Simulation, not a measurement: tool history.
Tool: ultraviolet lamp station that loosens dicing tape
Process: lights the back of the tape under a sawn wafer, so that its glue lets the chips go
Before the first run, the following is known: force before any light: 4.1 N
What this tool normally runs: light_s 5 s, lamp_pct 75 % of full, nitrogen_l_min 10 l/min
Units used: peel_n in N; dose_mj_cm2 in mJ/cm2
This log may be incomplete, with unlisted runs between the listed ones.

run   hour  light_s  lamp_pct  nitrogen_l_min  peel_n  dose_mj_cm2
  1    0.0        5        75              10   1.072          282
  2   29.0        5        75              10   1.087          277
  3   49.2        5        75              10   1.100          276
  4   95.0        5        75              10   1.095          275
  5  126.5        5        75              10   1.112          266
  6  167.6        5        75              10   1.152          265
     189.8  -- lamp changed
  7  217.4        5        75              10   0.703          370
  8  260.3        3        75              10   1.344          224
  9  283.6        5        75              10   0.727          370
 10  329.7        5        75              10   0.730          365
 11  357.2        5        75              10   0.744          363
 12  385.4        5        75              10   0.748          366
 13  425.1        5        75              10   0.744          357
 14  474.4        3        75              10   1.405          213
 15  517.1        5        75              10   0.800          350
 16  557.5        4        94              10   0.792          347
 17  581.9        4        85              10   0.892          315
 18  618.1        8        75               4   0.619          544
     652.2  -- window cleaned of glue's vapour
 19  662.5        2        82              16   1.637          165
 20  705.3        2        82              16   1.673          160
 21  737.3        2        82              16   1.624          158
 22  785.0        2        82              16   1.617          161
 23  816.9        2        73               9   2.076          140
 24  853.3        5        93               5   0.776          443
 25  895.5        5        93               5   0.778          439
 26  923.1        4        87               7   1.040          328
 27  959.7        4        87               7   1.042          323

Predict each of these 3 candidate next runs independently; none follows another, all start after run 27:
  A  993.8        5        75              18       ?            ?
  B  993.8        4        87               5       ?            ?
  C  993.8        3        75               9       ?            ?

run  peel_n  dose_mj_cm2
  A   0.660          345
  B   1.151          317
  C   1.483          206
Stripped of hidden state, with their random variation kept, the same runs would have yielded:
run  peel_n  dose_mj_cm2
  A   0.515          402
  B   0.949          371
  C   1.268          241

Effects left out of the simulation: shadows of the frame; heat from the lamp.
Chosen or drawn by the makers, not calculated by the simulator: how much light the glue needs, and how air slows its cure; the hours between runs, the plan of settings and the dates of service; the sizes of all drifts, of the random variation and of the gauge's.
